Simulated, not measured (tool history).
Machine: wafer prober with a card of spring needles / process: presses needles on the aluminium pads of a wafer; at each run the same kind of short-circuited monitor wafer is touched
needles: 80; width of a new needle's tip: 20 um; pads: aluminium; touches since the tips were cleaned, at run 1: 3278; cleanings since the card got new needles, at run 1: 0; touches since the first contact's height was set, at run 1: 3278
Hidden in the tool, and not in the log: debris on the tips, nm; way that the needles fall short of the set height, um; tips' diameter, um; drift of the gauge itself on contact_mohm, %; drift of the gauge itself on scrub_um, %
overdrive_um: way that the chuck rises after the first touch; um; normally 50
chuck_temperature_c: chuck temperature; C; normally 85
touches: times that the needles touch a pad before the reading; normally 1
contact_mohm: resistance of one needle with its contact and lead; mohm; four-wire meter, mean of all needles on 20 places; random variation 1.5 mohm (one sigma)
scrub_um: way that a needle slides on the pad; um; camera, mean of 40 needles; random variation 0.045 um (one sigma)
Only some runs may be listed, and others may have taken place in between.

| run | hour | overdrive_um | chuck_temperature_c | touches | touches since the tips were cleaned | cleanings since the card got new needles | touches since the first contact's height was set | contact_mohm | scrub_um |
|---|---|---|---|---|---|---|---|---|---|
| 1 | 0 | 50 | 85 | 1 | 3278 | 0 | 3278 | 209 | 8.6 |
|  | 11.8 | tips cleaned on abrasive film |
| 2 | 11.8 | 50 | 85 | 1 | 0 | 1 | 7593 | 144 | 8.57 |
| 3 | 25.6 | 50 | 85 | 1 | 5104 | 1 | 12697 | 245 | 8.52 |
|  | 32.8 | tips cleaned on abrasive film |
| 4 | 32.9 | 50 | 27 | 1 | 40 | 2 | 15376 | 134 | 8.55 |
| 5 | 42.2 | 50 | 27 | 1 | 3454 | 2 | 18790 | 220 | 8.53 |
|  | 53.5 | tips cleaned on abrasive film |
| 6 | 56.1 | 33 | 85 | 1 | 967 | 3 | 23886 | 234 | 5.57 |
| 7 | 68.7 | 50 | 85 | 1 | 5636 | 3 | 28555 | 258 | 8.51 |
|  | 74.5 | tips cleaned on abrasive film |
| 8 | 84.6 | 50 | 85 | 2 | 3719 | 4 | 34369 | 192 | 8.44 |
|  | 95.5 | tips cleaned on abrasive film |
| 9 | 97.3 | 50 | 85 | 2 | 662 | 5 | 39037 | 157 | 8.39 |
| 10 | 112.3 | 50 | 85 | 2 | 6215 | 5 | 44590 | 215 | 8.43 |
|  | 116.2 | tips cleaned on abrasive film |
| 11 | 123.8 | 31 | 85 | 1 | 2804 | 6 | 48779 | 362 | 5.21 |
| 12 | 134.3 | 50 | 85 | 1 | 6697 | 6 | 52672 | 269 | 8.38 |
|  | 136.8 | tips cleaned on abrasive film |
| 13 | 141 | 50 | 85 | 3 | 1559 | 7 | 55098 | 155 | 8.38 |
| 14 | 148.1 | 50 | 85 | 3 | 4193 | 7 | 57732 | 172 | 8.38 |
|  | 157.3 | tips cleaned on abrasive film |
| 15 | 164.1 | 50 | 85 | 1 | 2537 | 8 | 63614 | 212 | 8.35 |
| 16 | 175 | 50 | 85 | 1 | 6561 | 8 | 67638 | 271 | 8.42 |
|  | 178.8 | tips cleaned on abrasive film |
| 17 | 182.6 | 50 | 85 | 1 | 1429 | 9 | 70408 | 194 | 8.36 |
| 18 | 194.7 | 52 | 34 | 3 | 5906 | 9 | 74885 | 175 | 8.73 |
|  | 200.3 | tips cleaned on abrasive film |
| 19 | 210.1 | 56 | 89 | 1 | 3614 | 10 | 80532 | 212 | 9.34 |
| 20 | 220.2 | 66 | 41 | 2 | 7318 | 10 | 84236 | 175 | 11.08 |
|  | 221.1 | tips cleaned on abrasive film |
| 21 | 228.4 | 66 | 41 | 2 | 2708 | 11 | 87238 | 150 | 11.05 |
|  | 241.6 | tips cleaned on abrasive film |
| 22 | 244.3 | 66 | 41 | 2 | 998 | 12 | 93076 | 140 | 11.04 |
| 23 | 252.4 | 66 | 61 | 2 | 3990 | 12 | 96068 | 163 | 11.06 |
|  | 262.4 | tips cleaned on abrasive film |
| 24 | 265.6 | 66 | 61 | 2 | 1184 | 13 | 100923 | 139 | 11.04 |
| 25 | 279 | 66 | 61 | 2 | 6120 | 13 | 105859 | 173 | 11.08 |
|  | 283.1 | tips cleaned on abrasive film |
| 26 | 292.2 | 66 | 61 | 2 | 3357 | 14 | 110686 | 159 | 10.97 |
|  | 304.1 | tips cleaned on abrasive film |
| 27 | 304.7 | 47 | 48 | 1 | 226 | 15 | 115277 | 154 | 7.8 |
| 28 | 315.8 | 50 | 40 | 2 | 4340 | 15 | 119391 | 204 | 8.35 |
|  | 325 | tips cleaned on abrasive film |
| 29 | 325 | 50 | 111 | 1 | 0 | 16 | 122749 | 149 | 8.3 |
|  | 333.4 | height of the first contact set anew |
| 30 | 333.8 | 50 | 111 | 1 | 3141 | 16 | 154 | 223 | 8.54 |
| 31 | 342.3 | 50 | 111 | 1 | 6279 | 16 | 3292 | 265 | 8.64 |
|  | 346.3 | tips cleaned on abrasive film |
| 32 | 349.6 | 69 | 92 | 2 | 1218 | 17 | 5956 | 140 | 11.82 |
| 33 | 365.6 | 69 | 34 | 1 | 7112 | 17 | 11850 | 205 | 11.78 |

5 ways to go on from here, each from the tool as it stands after run 33. What would each give?
|  | 367.8 | tips cleaned on abrasive film |
| A | 375.8 | 50 | 85 | 1 | 2959 | 18 | 15576 | ? | ? |
|  | 367.8 | tips cleaned on abrasive film |
| B | 375.8 | 49 | 34 | 1 | 2959 | 18 | 15576 | ? | ? |
|  | 367.8 | tips cleaned on abrasive film |
| C | 375.8 | 33 | 41 | 1 | 2959 | 18 | 15576 | ? | ? |
|  | 367.8 | tips cleaned on abrasive film |
| D | 375.8 | 34 | 32 | 3 | 2959 | 18 | 15576 | ? | ? |
|  | 367.8 | tips cleaned on abrasive film |
| E | 375.8 | 68 | 84 | 2 | 2959 | 18 | 15576 | ? | ? |

| run | contact_mohm | scrub_um |
|---|---|---|
| A | 225 | 8.6 |
| B | 229 | 8.31 |
| C | 358 | 5.55 |
| D | 212 | 5.73 |
| E | 154 | 11.58 |
What these runs would have given with no unlogged condition in the tool:
| run | contact_mohm | scrub_um |
|---|---|---|
| A | 134 | 8.64 |
| B | 126 | 8.35 |
| C | 141 | 5.59 |
| D | 137 | 5.77 |
| E | 123 | 11.62 |

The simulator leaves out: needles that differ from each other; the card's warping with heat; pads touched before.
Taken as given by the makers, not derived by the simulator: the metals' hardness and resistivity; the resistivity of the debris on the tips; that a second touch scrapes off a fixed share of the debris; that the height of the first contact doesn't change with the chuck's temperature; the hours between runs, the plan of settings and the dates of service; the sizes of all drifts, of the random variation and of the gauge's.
